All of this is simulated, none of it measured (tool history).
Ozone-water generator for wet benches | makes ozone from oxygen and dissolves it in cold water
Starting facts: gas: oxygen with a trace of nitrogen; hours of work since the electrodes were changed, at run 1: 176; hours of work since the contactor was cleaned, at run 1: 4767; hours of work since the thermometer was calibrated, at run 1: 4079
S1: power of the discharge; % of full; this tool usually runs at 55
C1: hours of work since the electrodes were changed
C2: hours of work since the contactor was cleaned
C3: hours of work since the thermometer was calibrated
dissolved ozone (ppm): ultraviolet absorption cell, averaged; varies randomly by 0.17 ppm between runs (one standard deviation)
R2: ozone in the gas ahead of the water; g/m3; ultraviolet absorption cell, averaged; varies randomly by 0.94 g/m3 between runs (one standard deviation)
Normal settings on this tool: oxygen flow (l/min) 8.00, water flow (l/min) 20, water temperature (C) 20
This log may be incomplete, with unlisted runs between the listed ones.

Run 1, day 0.000: usual settings; C1 176; C2 4767; C3 4079. Result: dissolved ozone (ppm) 21.4, R2 158.7 g/m3.
Run 2, day 2.150: usual settings but S1 40 % of full; C1 225; C2 4816; C3 4128. Result: dissolved ozone (ppm) 17.2, R2 128.9 g/m3.
Run 3, day 5.229: usual settings but S1 40 % of full; C1 295; C2 4886; C3 4199. Result: dissolved ozone (ppm) 17.3, R2 130.1 g/m3.
Run 4, day 6.596: usual settings; C1 326; C2 4917; C3 4230. Result: dissolved ozone (ppm) 21.2, R2 158.8 g/m3.
Run 5, day 8.754: usual settings; C1 376; C2 4967; C3 4279. Result: dissolved ozone (ppm) 21.2, R2 160.4 g/m3.
Run 6, day 11.558: usual settings; C1 440; C2 5031; C3 4344. Result: dissolved ozone (ppm) 21.3, R2 159.1 g/m3.
At day 13.425: contactor cleaned.
Run 7, day 14.258: usual settings; C1 498; C2 19; C3 4401. Result: dissolved ozone (ppm) 21.6, R2 157.1 g/m3.
Run 8, day 15.904: usual settings but S1 91 % of full; C1 536; C2 57; C3 4439. Result: dissolved ozone (ppm) 30.7, R2 216.5 g/m3.
Run 9, day 17.971: usual settings but S1 47 % of full, oxygen flow (l/min) 4.71, water flow (l/min) 31, water temperature (C) 24; C1 583; C2 104; C3 4486. Result: dissolved ozone (ppm) 12.3, R2 174.7 g/m3.
Run 10, day 19.988: usual settings but oxygen flow (l/min) 10.30, water temperature (C) 25; C1 629; C2 150; C3 4533. Result: dissolved ozone (ppm) 19.8, R2 143.8 g/m3.
Run 11, day 21.646: usual settings but oxygen flow (l/min) 10.30, water temperature (C) 25; C1 667; C2 188; C3 4570. Result: dissolved ozone (ppm) 19.7, R2 144.3 g/m3.
Run 12, day 23.142: usual settings but oxygen flow (l/min) 10.30, water temperature (C) 25; C1 701; C2 222; C3 4605. Result: dissolved ozone (ppm) 19.7, R2 144.4 g/m3.
Run 13, day 24.696: usual settings but oxygen flow (l/min) 10.30, water temperature (C) 25; C1 737; C2 258; C3 4640. Result: dissolved ozone (ppm) 19.9, R2 142.8 g/m3.
Run 14, day 27.283: usual settings but S1 54 % of full, oxygen flow (l/min) 9.33, water flow (l/min) 17, water temperature (C) 18; C1 796; C2 317; C3 4699. Result: dissolved ozone (ppm) 24.7, R2 147.5 g/m3.
Run 15, day 29.858: usual settings but oxygen flow (l/min) 7.44, water flow (l/min) 12, water temperature (C) 14; C1 855; C2 376; C3 4758. Result: dissolved ozone (ppm) 32.5, R2 162.3 g/m3.

Below are 5 alternative next runs, each starting from the tool's condition after run 15. Predict each:
Run A, day 31.233: usual settings but S1 72 % of full, oxygen flow (l/min) 7.87, water flow (l/min) 17; C1 886; C2 407; C3 4790. Result: dissolved ozone (ppm) ?, R2 ?.
Run B, day 31.233: usual settings but oxygen flow (l/min) 9.09; C1 886; C2 407; C3 4790. Result: dissolved ozone (ppm) ?, R2 ?.
Run C, day 31.233: usual settings but oxygen flow (l/min) 7.44, water flow (l/min) 12, water temperature (C) 14; C1 886; C2 407; C3 4790. Result: dissolved ozone (ppm) ?, R2 ?.
Run D, day 31.233: usual settings but oxygen flow (l/min) 7.74; C1 886; C2 407; C3 4790. Result: dissolved ozone (ppm) ?, R2 ?.
Run E, day 31.233: usual settings but oxygen flow (l/min) 9.00, water temperature (C) 14; C1 886; C2 407; C3 4790. Result: dissolved ozone (ppm) ?, R2 ?.

run  dissolved ozone (ppm)     R2
  A                   28.5  188.5
  B                   21.8  149.8
  C                   32.5  162.3
  D                   21.6  159.9
  E                   24.6  150.0
The same runs, with their run-to-run variation unchanged, on a tool lacking any hidden condition would have given:
run  dissolved ozone (ppm)     R2
  A                   29.0  190.2
  B                   22.1  150.9
  C                   32.9  163.5
  D                   21.9  161.1
  E                   25.0  151.1

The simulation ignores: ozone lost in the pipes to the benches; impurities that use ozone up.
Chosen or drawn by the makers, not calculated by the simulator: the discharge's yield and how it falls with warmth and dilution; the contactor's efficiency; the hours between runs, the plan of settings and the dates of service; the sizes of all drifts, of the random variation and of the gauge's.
